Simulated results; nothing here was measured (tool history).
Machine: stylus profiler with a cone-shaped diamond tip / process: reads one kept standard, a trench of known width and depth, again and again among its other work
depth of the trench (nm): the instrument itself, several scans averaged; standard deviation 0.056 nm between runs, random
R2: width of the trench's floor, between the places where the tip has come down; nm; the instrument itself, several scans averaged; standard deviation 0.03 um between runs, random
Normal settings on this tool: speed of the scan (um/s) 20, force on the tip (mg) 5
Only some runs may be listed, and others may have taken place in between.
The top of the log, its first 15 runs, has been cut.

run 16 hour=149.6 | speed_of_the_scan_(um/s)=9 force_on_the_tip_(mg)=2.59 | depth_of_the_trench_(nm)=201.55 R2=97140
run 17 hour=156 | speed_of_the_scan_(um/s)=9 force_on_the_tip_(mg)=2.59 | depth_of_the_trench_(nm)=201.57 R2=97150
run 18 hour=166.5 | speed_of_the_scan_(um/s)=12 force_on_the_tip_(mg)=5 | depth_of_the_trench_(nm)=202.37 R2=97140
run 19 hour=174.4 | speed_of_the_scan_(um/s)=6 force_on_the_tip_(mg)=5 | depth_of_the_trench_(nm)=202.52 R2=97180
run 20 hour=185.9 | speed_of_the_scan_(um/s)=6 force_on_the_tip_(mg)=5 | depth_of_the_trench_(nm)=202.4 R2=97170
run 21 hour=196 | speed_of_the_scan_(um/s)=20 force_on_the_tip_(mg)=5 | depth_of_the_trench_(nm)=202.46 R2=97100
run 22 hour=205.6 | speed_of_the_scan_(um/s)=47 force_on_the_tip_(mg)=10.94 | depth_of_the_trench_(nm)=204.08 R2=97160
run 23 hour=219.6 | speed_of_the_scan_(um/s)=47 force_on_the_tip_(mg)=10.94 | depth_of_the_trench_(nm)=204.14 R2=97120
run 24 hour=226.1 | speed_of_the_scan_(um/s)=29 force_on_the_tip_(mg)=7.54 | depth_of_the_trench_(nm)=203.2 R2=97090
run 25 hour=234.5 | speed_of_the_scan_(um/s)=35 force_on_the_tip_(mg)=5 | depth_of_the_trench_(nm)=202.46 R2=97130
run 26 hour=240.7 | speed_of_the_scan_(um/s)=16 force_on_the_tip_(mg)=6.25 | depth_of_the_trench_(nm)=202.93 R2=97210
run 27 hour=255 | speed_of_the_scan_(um/s)=16 force_on_the_tip_(mg)=6.25 | depth_of_the_trench_(nm)=202.87 R2=97160

Run 28, settings as shown, results not yet in. Your forecast:
run 28 hour=270.1 | speed_of_the_scan_(um/s)=39 force_on_the_tip_(mg)=1.79 | depth_of_the_trench_(nm)=? R2=?

Run 28 gave depth of the trench (nm) 201.28, R2 97120 nm.
Take away the tool's hidden state, keep the run-to-run variation as it was, and the same run would have given depth of the trench (nm) 201.27, R2 97140 nm.
